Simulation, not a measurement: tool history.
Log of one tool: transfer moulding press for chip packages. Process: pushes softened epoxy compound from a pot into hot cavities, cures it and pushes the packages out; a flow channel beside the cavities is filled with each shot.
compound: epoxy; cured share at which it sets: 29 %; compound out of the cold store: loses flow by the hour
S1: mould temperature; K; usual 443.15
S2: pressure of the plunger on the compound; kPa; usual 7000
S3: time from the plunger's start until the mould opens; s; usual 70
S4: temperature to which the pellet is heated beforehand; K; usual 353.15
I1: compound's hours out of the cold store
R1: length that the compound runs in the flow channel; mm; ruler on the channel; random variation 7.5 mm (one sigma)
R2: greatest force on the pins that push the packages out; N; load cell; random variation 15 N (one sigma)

Run 1, hour 0.0: usual settings; I1 45.5. Result: R1 811 mm, R2 681 N.
Run 2, hour 22.8: usual settings; I1 28.7. Result: R1 858 mm, R2 712 N.
Run 3, hour 41.4: usual settings; I1 23.2. Result: R1 907 mm, R2 726 N.
At hour 49.5: cavities cleaned with cleaning compound and waxed.
Run 4, hour 67.4: usual settings but S2 7590 kPa; I1 24.2. Result: R1 945 mm, R2 719 N.
Run 5, hour 77.3: usual settings but S2 7590 kPa; I1 11.9. Result: R1 1024 mm, R2 779 N.
Run 6, hour 96.0: usual settings but S2 7590 kPa; I1 30.0. Result: R1 917 mm, R2 719 N.
At hour 103.9: cavities cleaned with cleaning compound and waxed.
Run 7, hour 107.8: usual settings; I1 21.3. Result: R1 933 mm, R2 697 N.
Run 8, hour 131.5: usual settings; I1 14.8. Result: R1 948 mm, R2 742 N.
Run 9, hour 146.2: usual settings but S1 444.15 K; I1 33.7. Result: R1 860 mm, R2 652 N.
At hour 158.9: cavities cleaned with cleaning compound and waxed.
At hour 162.8: plunger's sealing rings changed.
Run 10, hour 174.3: usual settings but S1 444.15 K; I1 45.4. Result: R1 799 mm, R2 602 N.
At hour 177.5: mould's thermocouples calibrated.
Run 11, hour 195.5: usual settings but S1 449.15 K; I1 10.0. Result: R1 957 mm, R2 524 N.
At hour 218.3: cavities cleaned with cleaning compound and waxed.
Run 12, hour 218.3: usual settings but S1 449.15 K; I1 31.8. Result: R1 853 mm, R2 478 N.
Run 13, hour 238.9: usual settings but S1 449.15 K; I1 32.3. Result: R1 844 mm, R2 487 N.
Run 14, hour 249.0: usual settings but S1 449.15 K; I1 30.7. Result: R1 861 mm, R2 485 N.
At hour 273.2: cavities cleaned with cleaning compound and waxed.
Run 15, hour 274.5: usual settings but S1 449.15 K; I1 28.3. Result: R1 873 mm, R2 491 N.
Run 16, hour 296.7: usual settings but S3 71 s, S4 361.15 K; I1 40.7. Result: R1 817 mm, R2 622 N.
Run 17, hour 311.9: usual settings but S3 71 s, S4 361.15 K; I1 22.0. Result: R1 913 mm, R2 682 N.
At hour 328.3: cavities cleaned with cleaning compound and waxed.
Run 18, hour 336.6: usual settings but S1 444.15 K, S2 8600 kPa, S3 100 s, S4 349.15 K; I1 40.8. Result: R1 914 mm, R2 391 N.
Run 19, hour 360.8: usual settings but S1 444.15 K, S2 8600 kPa, S3 85 s, S4 349.15 K; I1 29.6. Result: R1 958 mm, R2 441 N.
Run 20, hour 379.7: usual settings but S1 447.15 K, S2 5960 kPa, S3 67 s, S4 351.15 K; I1 36.2. Result: R1 781 mm, R2 579 N.
At hour 383.7: cavities cleaned with cleaning compound and waxed.
Run 21, hour 400.3: usual settings but S1 446.15 K; I1 36.8. Result: R1 841 mm, R2 556 N.
Run 22, hour 416.8: usual settings but S1 446.15 K, S2 7090 kPa, S4 359.15 K; I1 29.2. Result: R1 869 mm, R2 544 N.
Run 23, hour 434.8: usual settings but S1 448.15 K, S2 7090 kPa, S3 65 s, S4 359.15 K; I1 15.4. Result: R1 946 mm, R2 596 N.
At hour 439.1: cavities cleaned with cleaning compound and waxed.
Run 24, hour 458.9: usual settings but S1 448.15 K, S2 7090 kPa, S3 65 s, S4 359.15 K; I1 38.7. Result: R1 816 mm, R2 590 N.
Run 25, hour 473.7: usual settings but S1 448.15 K, S2 7090 kPa, S3 65 s, S4 359.15 K; I1 47.6. Result: R1 789 mm, R2 548 N.
Run 26, hour 486.5: usual settings but S1 444.15 K, S2 5700 kPa, S3 100 s, S4 360.15 K; I1 44.8. Result: R1 728 mm, R2 400 N.
At hour 494.1: cavities cleaned with cleaning compound and waxed.
Run 27, hour 503.3: usual settings but S1 444.15 K, S2 5700 kPa, S3 100 s, S4 360.15 K; I1 14.0. Result: R1 860 mm, R2 420 N.

3 ways to go on from here, each from the tool as it stands after run 27. What would each give?
Run A, hour 522.2: usual settings but S1 444.15 K, S2 7930 kPa, S3 100 s, S4 347.15 K; I1 19.4. Result: R1 ?, R2 ?.
Run B, hour 522.2: usual settings but S1 450.15 K, S2 7880 kPa, S3 100 s, S4 360.15 K; I1 38.2. Result: R1 ?, R2 ?.
Run C, hour 522.2: usual settings but S1 450.15 K, S2 5700 kPa, S3 100 s, S4 349.15 K; I1 24.3. Result: R1 ?, R2 ?.

run   R1   R2
  A  981  410
  B  874  395
  C  793  395
Without the tool's hidden state the same runs would have given:
run   R1   R2
  A  983  406
  B  876  392
  C  795  391
